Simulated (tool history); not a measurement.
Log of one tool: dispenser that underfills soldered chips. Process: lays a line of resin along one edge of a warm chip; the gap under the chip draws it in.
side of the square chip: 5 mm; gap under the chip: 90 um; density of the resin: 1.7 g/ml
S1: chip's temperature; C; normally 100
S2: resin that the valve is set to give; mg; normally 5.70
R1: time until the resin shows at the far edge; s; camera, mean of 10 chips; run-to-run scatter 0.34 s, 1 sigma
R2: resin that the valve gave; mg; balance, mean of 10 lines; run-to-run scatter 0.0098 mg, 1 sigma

run	hour	S1	S2	R1	R2
1	0.0	100	5.70	22.3	5.573
# hour 2.2: dispensing valve cleaned and set on the balance
2	6.2	97	5.70	29.0	5.694
# hour 12.4: new syringe of resin
3	13.0	95	5.70	20.4	5.696
4	19.2	93	5.70	28.0	5.669
5	24.8	93	5.70	35.5	5.661
6	27.9	93	5.70	40.1	5.648
# hour 30.9: new syringe of resin
7	32.0	100	5.70	17.3	5.665
8	36.5	100	5.04	21.8	5.004
9	43.4	100	5.04	28.7	4.987
# hour 49.1: new syringe of resin
10	49.1	100	5.04	17.6	4.999
11	53.3	100	5.70	18.7	5.632
12	56.9	87	5.70	35.7	5.625
13	60.6	105	5.70	21.9	5.609
14	66.3	105	5.70	27.0	5.603
# hour 67.6: new syringe of resin
15	70.8	100	6.63	18.2	6.501
16	74.1	100	6.63	21.4	6.487
17	78.4	100	6.63	25.2	6.500
18	82.1	100	6.63	29.0	6.494
# hour 86.0: new syringe of resin
19	89.4	104	4.91	17.4	4.789
20	92.9	104	4.91	19.9	4.797
21	99.2	92	6.20	36.8	6.046
# hour 104.0: dispensing valve cleaned and set on the balance
22	104.1	101	5.70	32.3	5.693
# hour 105.3: new syringe of resin
23	109.0	85	5.96	32.5	5.933
24	112.7	85	5.96	38.7	5.922
25	117.4	91	7.27	36.4	7.229
26	121.2	112	6.54	21.6	6.480
# hour 123.8: new syringe of resin
27	125.3	112	6.54	11.9	6.486
28	132.0	96	7.21	25.9	7.131
29	135.7	96	7.21	30.5	7.118
30	141.0	96	7.21	37.1	7.119
# hour 142.2: new syringe of resin
31	145.6	92	6.22	24.9	6.141
32	149.7	100	4.84	23.7	4.777
33	152.9	110	4.93	19.8	4.866
34	158.9	110	5.57	24.3	5.481
# hour 160.4: new syringe of resin
35	165.8	113	5.06	13.9	4.980

Here are 4 independent what-if runs from the current tool condition. What would each one return?
A	171.0	100	6.59	?	?
B	171.0	101	5.80	?	?
C	171.0	106	5.67	?	?
D	171.0	96	5.85	?	?

run	R1	R2
A	25.5	6.463
B	25.1	5.677
C	21.5	5.546
D	29.8	5.731
What these runs would have given with no unlogged condition in the tool:
run	R1	R2
A	15.8	6.596
B	15.8	5.794
C	13.5	5.660
D	18.4	5.849

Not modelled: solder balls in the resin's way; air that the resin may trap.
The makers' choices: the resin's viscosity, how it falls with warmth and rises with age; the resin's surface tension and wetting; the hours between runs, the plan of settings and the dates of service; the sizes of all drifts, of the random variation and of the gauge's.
